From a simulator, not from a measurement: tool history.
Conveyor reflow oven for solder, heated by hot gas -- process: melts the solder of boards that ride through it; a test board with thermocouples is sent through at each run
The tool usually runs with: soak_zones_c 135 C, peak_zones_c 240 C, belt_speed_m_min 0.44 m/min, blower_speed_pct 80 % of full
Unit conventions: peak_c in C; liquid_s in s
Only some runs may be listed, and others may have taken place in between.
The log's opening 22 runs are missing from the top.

| run | day | soak_zones_c | peak_zones_c | belt_speed_m_min | blower_speed_pct | peak_c | liquid_s |
|---|---|---|---|---|---|---|---|
| 23 | 51.138 | 149 | 251 | 0.48 | 63 | 228 | 77.9 |
| 24 | 53.133 | 143 | 230 | 0.392 | 69 | 217.5 | 84.2 |
|  | 53.542 | belt drive overhauled, speed set with a stopwatch |
| 25 | 55.571 | 143 | 235 | 0.44 | 80 | 221.1 | 78 |
| 26 | 58.088 | 134 | 251 | 0.44 | 80 | 234.1 | 83 |
| 27 | 61.479 | 134 | 251 | 0.44 | 80 | 233.9 | 83 |
| 28 | 63.754 | 124 | 248 | 0.433 | 59 | 222.6 | 71.3 |
| 29 | 66.879 | 132 | 247 | 0.363 | 59 | 230 | 96.3 |
|  | 70.138 | flux residue cleaned out of gas plates and filters |
| 30 | 70.308 | 132 | 247 | 0.363 | 59 | 230.2 | 96.7 |

Branching from run 30: 4 alternative next runs. What would each branch give?
| A | 73.642 | 132 | 237 | 0.516 | 59 | ? | ? |
| B | 73.642 | 132 | 229 | 0.363 | 59 | ? | ? |
| C | 73.642 | 130 | 238 | 0.363 | 80 | ? | ? |
| D | 73.642 | 132 | 247 | 0.363 | 69 | ? | ? |

| run | peak_c | liquid_s |
|---|---|---|
| A | 207.9 | 46.9 |
| B | 214 | 80.6 |
| C | 227.6 | 95 |
| D | 233.5 | 99.7 |
Without the tool's unlogged condition, the same runs would have read:
| run | peak_c | liquid_s |
|---|---|---|
| A | 207.9 | 47 |
| B | 214 | 80.6 |
| C | 227.7 | 95.1 |
| D | 233.6 | 99.7 |
